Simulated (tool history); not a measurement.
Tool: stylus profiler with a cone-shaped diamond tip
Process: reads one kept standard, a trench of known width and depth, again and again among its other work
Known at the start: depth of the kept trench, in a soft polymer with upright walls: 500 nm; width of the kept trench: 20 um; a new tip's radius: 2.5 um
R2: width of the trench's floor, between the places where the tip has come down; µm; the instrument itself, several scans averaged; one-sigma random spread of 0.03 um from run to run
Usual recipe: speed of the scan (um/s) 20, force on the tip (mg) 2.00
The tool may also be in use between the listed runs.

run 1 hour=0.0 | speed_of_the_scan_(um/s)=20 force_on_the_tip_(mg)=2.00 | depth_of_the_trench_(Å)=5070.6 R2=16.58
run 2 hour=72.3 | speed_of_the_scan_(um/s)=26 force_on_the_tip_(mg)=2.00 | depth_of_the_trench_(Å)=5070.9 R2=16.50
run 3 hour=114.6 | speed_of_the_scan_(um/s)=26 force_on_the_tip_(mg)=2.00 | depth_of_the_trench_(Å)=5072.9 R2=16.49
run 4 hour=198.2 | speed_of_the_scan_(um/s)=26 force_on_the_tip_(mg)=2.00 | depth_of_the_trench_(Å)=5074.3 R2=16.46
run 5 hour=258.2 | speed_of_the_scan_(um/s)=20 force_on_the_tip_(mg)=2.00 | depth_of_the_trench_(Å)=5075.3 R2=16.48
run 6 hour=320.5 | speed_of_the_scan_(um/s)=21 force_on_the_tip_(mg)=2.00 | depth_of_the_trench_(Å)=5074.3 R2=16.52
run 7 hour=407.8 | speed_of_the_scan_(um/s)=21 force_on_the_tip_(mg)=2.00 | depth_of_the_trench_(Å)=5077.3 R2=16.42
run 8 hour=483.3 | speed_of_the_scan_(um/s)=20 force_on_the_tip_(mg)=2.00 | depth_of_the_trench_(Å)=5076.7 R2=16.48
run 9 hour=581.8 | speed_of_the_scan_(um/s)=20 force_on_the_tip_(mg)=2.10 | depth_of_the_trench_(Å)=5079.9 R2=16.42
run 10 hour=644.2 | speed_of_the_scan_(um/s)=20 force_on_the_tip_(mg)=2.10 | depth_of_the_trench_(Å)=5082.6 R2=16.41
run 11 hour=736.2 | speed_of_the_scan_(um/s)=8 force_on_the_tip_(mg)=2.00 | depth_of_the_trench_(Å)=5080.0 R2=16.42
run 12 hour=807.6 | speed_of_the_scan_(um/s)=6 force_on_the_tip_(mg)=2.00 | depth_of_the_trench_(Å)=5080.4 R2=16.41
run 13 hour=864.5 | speed_of_the_scan_(um/s)=6 force_on_the_tip_(mg)=5.84 | depth_of_the_trench_(Å)=5138.7 R2=16.40
run 14 hour=924.3 | speed_of_the_scan_(um/s)=6 force_on_the_tip_(mg)=5.84 | depth_of_the_trench_(Å)=5138.2 R2=16.37
run 15 hour=988.2 | speed_of_the_scan_(um/s)=44 force_on_the_tip_(mg)=1.02 | depth_of_the_trench_(Å)=5060.7 R2=16.18

Run 16 is up next; what results do you expect?
run 16 hour=1039.8 | speed_of_the_scan_(um/s)=5 force_on_the_tip_(mg)=1.21 | depth_of_the_trench_(Å)=? R2=?

Run 16 came out at depth of the trench (Å) 5066.8, R2 16.41 µm.
The same run, on a tool lacking any hidden state, would have yielded depth of the trench (Å) 5038.7, R2 17.01 µm.
